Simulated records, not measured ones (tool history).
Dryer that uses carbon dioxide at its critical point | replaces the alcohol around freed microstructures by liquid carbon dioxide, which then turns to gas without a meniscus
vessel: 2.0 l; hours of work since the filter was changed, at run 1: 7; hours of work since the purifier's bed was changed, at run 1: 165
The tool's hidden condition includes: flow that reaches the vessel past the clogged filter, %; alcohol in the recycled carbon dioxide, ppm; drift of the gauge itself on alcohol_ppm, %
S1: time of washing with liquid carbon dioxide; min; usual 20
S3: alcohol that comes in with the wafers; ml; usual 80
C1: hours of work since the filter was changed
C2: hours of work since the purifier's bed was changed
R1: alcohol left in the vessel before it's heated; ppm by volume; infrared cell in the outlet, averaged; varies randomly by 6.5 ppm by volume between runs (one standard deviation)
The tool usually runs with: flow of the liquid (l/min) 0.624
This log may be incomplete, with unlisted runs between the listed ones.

Run 1, hour 0.0: usual settings; C1 7; C2 165. Result: R1 309 ppm by volume.
Run 2, hour 8.3: usual settings; C1 10; C2 168. Result: R1 312 ppm by volume.
Run 3, hour 22.4: usual settings; C1 16; C2 174. Result: R1 312 ppm by volume.
Run 4, hour 34.3: usual settings but S1 27 min; C1 21; C2 178. Result: R1 86 ppm by volume.
Run 5, hour 42.4: usual settings; C1 24; C2 181. Result: R1 303 ppm by volume.
Run 6, hour 55.6: usual settings; C1 29; C2 187. Result: R1 316 ppm by volume.
Run 7, hour 67.6: usual settings; C1 34; C2 191. Result: R1 306 ppm by volume.
Run 8, hour 75.1: usual settings; C1 37; C2 194. Result: R1 332 ppm by volume.
Run 9, hour 86.2: usual settings; C1 41; C2 199. Result: R1 321 ppm by volume.
Run 10, hour 95.3: usual settings; C1 44; C2 202. Result: R1 330 ppm by volume.
Run 11, hour 108.0: usual settings but flow of the liquid (l/min) 0.392; C1 49; C2 207. Result: R1 1796 ppm by volume.
Run 12, hour 122.0: usual settings but flow of the liquid (l/min) 0.392; C1 55; C2 213. Result: R1 1811 ppm by volume.
Run 13, hour 127.9: usual settings but flow of the liquid (l/min) 0.392; C1 57; C2 215. Result: R1 1785 ppm by volume.
Run 14, hour 137.7: usual settings but S1 15 min, flow of the liquid (l/min) 0.392; C1 61; C2 219. Result: R1 3912 ppm by volume.
Run 15, hour 149.4: usual settings but flow of the liquid (l/min) 0.851, S3 42 ml; C1 66; C2 223. Result: R1 62 ppm by volume.
Run 16, hour 161.8: usual settings but flow of the liquid (l/min) 0.851, S3 42 ml; C1 71; C2 228. Result: R1 64 ppm by volume.
Run 17, hour 167.7: usual settings but flow of the liquid (l/min) 0.851, S3 42 ml; C1 73; C2 231. Result: R1 68 ppm by volume.
Run 18, hour 179.2: usual settings but flow of the liquid (l/min) 0.531, S3 73 ml; C1 77; C2 235. Result: R1 610 ppm by volume.
Run 19, hour 188.2: usual settings but flow of the liquid (l/min) 0.508, S3 109 ml; C1 81; C2 239. Result: R1 1072 ppm by volume.
Run 20, hour 194.0: usual settings but flow of the liquid (l/min) 0.497, S3 57 ml; C1 83; C2 241. Result: R1 615 ppm by volume.
Run 21, hour 205.6: usual settings but S1 19 min, flow of the liquid (l/min) 0.639, S3 39 ml; C1 88; C2 246. Result: R1 220 ppm by volume.
Run 22, hour 218.2: usual settings but flow of the liquid (l/min) 0.497; C1 93; C2 251. Result: R1 872 ppm by volume.
Run 23, hour 231.2: usual settings but flow of the liquid (l/min) 0.513; C1 98; C2 256. Result: R1 781 ppm by volume.
Run 24, hour 242.4: usual settings but S1 14 min, flow of the liquid (l/min) 0.440, S3 56 ml; C1 102; C2 260. Result: R1 2590 ppm by volume.
Run 25, hour 254.9: usual settings but S1 14 min, flow of the liquid (l/min) 0.707; C1 107; C2 265. Result: R1 986 ppm by volume.

For each run, the measured value with the value that run would have given without the tool's hidden condition subtracted. The run-to-run variation is shared by both, the gauge scatter possibly not:
run    R1
  1   +30
  2   +31
  3   +35
  4   +25
  5   +40
  6   +43
  7   +45
  8   +49
  9   +49
 10   +54
 11  +138
 12  +152
 13  +153
 14  +251
 15   +32
 16   +34
 17   +34
 18  +100
 19  +157
 20  +100
 21   +60
 22  +145
 23  +140
 24  +272
 25  +177
